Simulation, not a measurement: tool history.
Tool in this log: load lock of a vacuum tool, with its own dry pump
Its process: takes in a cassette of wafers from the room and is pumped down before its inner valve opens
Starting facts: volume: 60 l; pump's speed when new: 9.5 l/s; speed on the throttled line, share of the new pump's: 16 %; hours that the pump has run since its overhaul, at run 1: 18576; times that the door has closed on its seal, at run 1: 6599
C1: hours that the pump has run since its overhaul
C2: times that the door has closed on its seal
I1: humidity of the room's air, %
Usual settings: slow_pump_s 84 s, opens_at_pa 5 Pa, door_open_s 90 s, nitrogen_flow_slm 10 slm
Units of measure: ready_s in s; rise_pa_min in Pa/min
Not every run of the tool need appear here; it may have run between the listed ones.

Run 1, hour 0.0: usual settings; C1 18576; C2 6599; I1 45.6. Result: ready_s 140.6 s, rise_pa_min 0.091 Pa/min.
Run 2, hour 591.7: usual settings but slow_pump_s 106 s; C1 19168; C2 8129; I1 43.3. Result: ready_s 156.8 s, rise_pa_min 0.120 Pa/min.
Run 3, hour 1293.8: usual settings but slow_pump_s 106 s; C1 19870; C2 9946; I1 44.0. Result: ready_s 156.0 s, rise_pa_min 0.171 Pa/min.
Run 4, hour 1710.8: usual settings but slow_pump_s 106 s; C1 20287; C2 11025; I1 45.4. Result: ready_s 158.6 s, rise_pa_min 0.193 Pa/min.
Run 5, hour 2153.6: usual settings but slow_pump_s 106 s; C1 20730; C2 12170; I1 45.1. Result: ready_s 157.5 s, rise_pa_min 0.223 Pa/min.
Run 6, hour 2479.3: usual settings but slow_pump_s 106 s, opens_at_pa 6 Pa; C1 21055; C2 13013; I1 46.8. Result: ready_s 156.3 s, rise_pa_min 0.259 Pa/min.
Run 7, hour 3160.4: usual settings; C1 21736; C2 14775; I1 47.9. Result: ready_s 140.0 s, rise_pa_min 0.312 Pa/min.
Run 8, hour 3884.0: usual settings but slow_pump_s 144 s; C1 22460; C2 16647; I1 45.4. Result: ready_s 191.7 s, rise_pa_min 0.384 Pa/min.
Run 9, hour 4426.8: usual settings; C1 23003; C2 18052; I1 42.7. Result: ready_s 140.6 s, rise_pa_min 0.432 Pa/min.
Run 10, hour 4853.3: usual settings; C1 23429; C2 19155; I1 46.3. Result: ready_s 140.4 s, rise_pa_min 0.488 Pa/min.
At hour 5249.2: dry pump taken out, an overhauled one fitted.
Run 11, hour 5416.5: usual settings; C1 167; C2 20597; I1 45.9. Result: ready_s 132.7 s, rise_pa_min 0.556 Pa/min.
At hour 5716.1: door's seal changed, seat wiped.
Run 12, hour 5726.1: usual settings; C1 475; C2 26; I1 42.5. Result: ready_s 134.1 s, rise_pa_min 0.024 Pa/min.
Run 13, hour 6137.5: usual settings but opens_at_pa 7 Pa; C1 887; C2 1090; I1 45.2. Result: ready_s 129.7 s, rise_pa_min 0.037 Pa/min.
Run 14, hour 6727.1: usual settings but opens_at_pa 7 Pa; C1 1476; C2 2615; I1 46.0. Result: ready_s 130.9 s, rise_pa_min 0.055 Pa/min.
Run 15, hour 7364.3: usual settings but slow_pump_s 81 s; C1 2114; C2 4264; I1 44.4. Result: ready_s 130.7 s, rise_pa_min 0.081 Pa/min.
Run 16, hour 8062.6: usual settings but door_open_s 64 s; C1 2812; C2 6070; I1 46.9. Result: ready_s 133.2 s, rise_pa_min 0.113 Pa/min.
Run 17, hour 8456.8: usual settings but door_open_s 64 s; C1 3206; C2 7090; I1 44.7. Result: ready_s 133.0 s, rise_pa_min 0.133 Pa/min.
Run 18, hour 8795.9: usual settings but door_open_s 64 s; C1 3545; C2 7968; I1 44.7. Result: ready_s 135.4 s, rise_pa_min 0.149 Pa/min.
Run 19, hour 9231.2: usual settings but door_open_s 64 s; C1 3980; C2 9094; I1 46.3. Result: ready_s 135.1 s, rise_pa_min 0.180 Pa/min.
Run 20, hour 9928.8: usual settings but door_open_s 64 s; C1 4678; C2 10899; I1 44.5. Result: ready_s 134.3 s, rise_pa_min 0.217 Pa/min.
Run 21, hour 10288.0: usual settings but slow_pump_s 68 s, opens_at_pa 6 Pa; C1 5037; C2 11828; I1 42.8. Result: ready_s 121.1 s, rise_pa_min 0.247 Pa/min.
Run 22, hour 10586.4: usual settings but slow_pump_s 149 s, door_open_s 95 s; C1 5336; C2 12600; I1 44.9. Result: ready_s 190.4 s, rise_pa_min 0.274 Pa/min.
Run 23, hour 10958.0: usual settings but slow_pump_s 149 s, door_open_s 95 s; C1 5707; C2 13561; I1 44.2. Result: ready_s 188.2 s, rise_pa_min 0.288 Pa/min.
Run 24, hour 11282.4: usual settings but slow_pump_s 149 s, door_open_s 95 s; C1 6032; C2 14401; I1 44.5. Result: ready_s 188.6 s, rise_pa_min 0.326 Pa/min.
Run 25, hour 11910.2: usual settings but slow_pump_s 132 s, opens_at_pa 4 Pa, door_open_s 98 s, nitrogen_flow_slm 9 slm; C1 6660; C2 16025; I1 44.2. Result: ready_s 178.5 s, rise_pa_min 0.386 Pa/min.
Run 26, hour 12306.0: usual settings but slow_pump_s 132 s, opens_at_pa 4 Pa, door_open_s 98 s, nitrogen_flow_slm 9 slm; C1 7055; C2 17049; I1 46.4. Result: ready_s 176.4 s, rise_pa_min 0.432 Pa/min.
Run 27, hour 13026.5: usual settings but slow_pump_s 132 s, opens_at_pa 4 Pa, door_open_s 26 s; C1 7776; C2 18913; I1 45.1. Result: ready_s 182.1 s, rise_pa_min 0.490 Pa/min.
Run 28, hour 13466.8: usual settings but slow_pump_s 132 s, opens_at_pa 4 Pa, door_open_s 26 s; C1 8216; C2 20052; I1 44.1. Result: ready_s 178.2 s, rise_pa_min 0.542 Pa/min.
At hour 13968.9: door's seal changed, seat wiped.
Run 29, hour 14017.9: usual settings but slow_pump_s 132 s, opens_at_pa 9 Pa, door_open_s 26 s; C1 8766; C2 127; I1 45.3. Result: ready_s 172.7 s, rise_pa_min 0.015 Pa/min.
Run 30, hour 14723.1: usual settings but slow_pump_s 75 s, opens_at_pa 6 Pa, nitrogen_flow_slm 33 slm; C1 9471; C2 1951; I1 43.4. Result: ready_s 127.9 s, rise_pa_min 0.042 Pa/min.
Run 31, hour 15423.1: usual settings but slow_pump_s 75 s, opens_at_pa 4 Pa, nitrogen_flow_slm 33 slm; C1 10171; C2 3762; I1 42.4. Result: ready_s 130.9 s, rise_pa_min 0.062 Pa/min.
Run 32, hour 16016.9: usual settings but slow_pump_s 43 s, nitrogen_flow_slm 5 slm; C1 10765; C2 5299; I1 45.4. Result: ready_s 102.8 s, rise_pa_min 0.106 Pa/min.
Run 33, hour 16388.0: usual settings but slow_pump_s 43 s, nitrogen_flow_slm 5 slm; C1 11136; C2 6259; I1 43.4. Result: ready_s 102.3 s, rise_pa_min 0.126 Pa/min.
Run 34, hour 16972.1: usual settings but slow_pump_s 43 s, nitrogen_flow_slm 5 slm; C1 11720; C2 7770; I1 42.2. Result: ready_s 103.2 s, rise_pa_min 0.158 Pa/min.
Run 35, hour 17461.6: usual settings but slow_pump_s 46 s, door_open_s 115 s, nitrogen_flow_slm 5 slm; C1 12209; C2 9036; I1 42.5. Result: ready_s 105.2 s, rise_pa_min 0.196 Pa/min.
Run 36, hour 18105.3: usual settings but slow_pump_s 108 s, opens_at_pa 4 Pa, door_open_s 215 s, nitrogen_flow_slm 29 slm; C1 12853; C2 10702; I1 45.1. Result: ready_s 159.2 s, rise_pa_min 0.227 Pa/min.

Measured minus without-hidden-state, run by run (identical run-to-run variation in each term; gauge scatter may differ):
Unlogged tool condition in this case: pump's speed, % of a new pump's; leak at the door's seal, Pa l/s; drift of the gauge itself on ready_s, %; drift of the gauge itself on rise_pa_min, %.
run  ready_s  rise_pa_min
  1     +5.6       +0.061
  2     +5.3       +0.092
  3     +5.5       +0.138
  4     +5.8       +0.166
  5     +5.9       +0.198
  6     +5.7       +0.226
  7     +6.7       +0.283
  8     +5.7       +0.352
  9     +7.2       +0.407
 10     +7.5       +0.463
 11     +0.1       +0.526
 12     +0.0       +0.000
 13     +0.2       +0.011
 14     +0.3       +0.028
 15     +0.6       +0.054
 16     +0.9       +0.085
 17     +1.0       +0.106
 18     +1.1       +0.126
 19     +1.2       +0.154
 20     +1.4       +0.194
 21     +1.4       +0.217
 22     +1.2       +0.241
 23     +1.3       +0.267
 24     +1.4       +0.296
 25     +1.8       +0.357
 26     +1.9       +0.399
 27     +2.2       +0.473
 28     +2.3       +0.523
 29     +2.1       +0.001
 30     +2.9       +0.019
 31     +3.2       +0.045
 32     +3.7       +0.074
 33     +3.9       +0.090
 34     +4.1       +0.123
 35     +4.2       +0.154
 36     +3.9       +0.200

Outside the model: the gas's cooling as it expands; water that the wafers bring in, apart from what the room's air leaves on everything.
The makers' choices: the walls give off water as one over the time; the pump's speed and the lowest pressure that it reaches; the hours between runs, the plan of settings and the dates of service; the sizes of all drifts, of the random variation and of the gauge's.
